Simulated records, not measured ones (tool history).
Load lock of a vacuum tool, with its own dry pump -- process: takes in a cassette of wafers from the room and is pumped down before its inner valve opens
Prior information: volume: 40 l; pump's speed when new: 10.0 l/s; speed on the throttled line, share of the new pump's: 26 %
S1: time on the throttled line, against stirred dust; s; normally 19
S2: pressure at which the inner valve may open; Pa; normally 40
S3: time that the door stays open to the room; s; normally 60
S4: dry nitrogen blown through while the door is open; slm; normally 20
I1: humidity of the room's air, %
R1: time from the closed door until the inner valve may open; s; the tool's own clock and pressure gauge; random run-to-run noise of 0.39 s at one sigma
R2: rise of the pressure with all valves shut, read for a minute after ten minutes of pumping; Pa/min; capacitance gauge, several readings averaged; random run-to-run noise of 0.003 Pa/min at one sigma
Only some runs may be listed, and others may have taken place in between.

{"run": 1, "hour": 0.0, "S1": 19, "S2": 40, "S3": 60, "S4": 20, "I1": 43.7, "R1": 47.2, "R2": 0.029}
{"run": 2, "hour": 103.6, "S1": 19, "S2": 40, "S3": 60, "S4": 6, "I1": 45.1, "R1": 47.7, "R2": 0.047}
{"run": 3, "hour": 149.8, "S1": 19, "S2": 40, "S3": 60, "S4": 6, "I1": 45.5, "R1": 47.4, "R2": 0.046}
{"run": 4, "hour": 241.2, "S1": 19, "S2": 40, "S3": 60, "S4": 6, "I1": 42.1, "R1": 48, "R2": 0.047}
{"run": 5, "hour": 331.2, "S1": 28, "S2": 40, "S3": 60, "S4": 6, "I1": 46, "R1": 54, "R2": 0.05}
{"run": 6, "hour": 383.0, "S1": 28, "S2": 40, "S3": 60, "S4": 6, "I1": 45.5, "R1": 53.6, "R2": 0.048}
{"run": 7, "hour": 460.9, "S1": 28, "S2": 40, "S3": 60, "S4": 6, "I1": 44.9, "R1": 54.4, "R2": 0.048}

What does the tool deliver on the next run?
{"run": 8, "hour": 555.3, "S1": 12, "S2": 40, "S3": 32, "S4": 20, "I1": 42.9, "R1": "?", "R2": "?"}

Run 8 measured R1 43.2 s, R2 0.031 Pa/min.
On a tool with no hidden condition, and with the same random variation, this run would have come out at R1 40.9 s, R2 0.018 Pa/min.
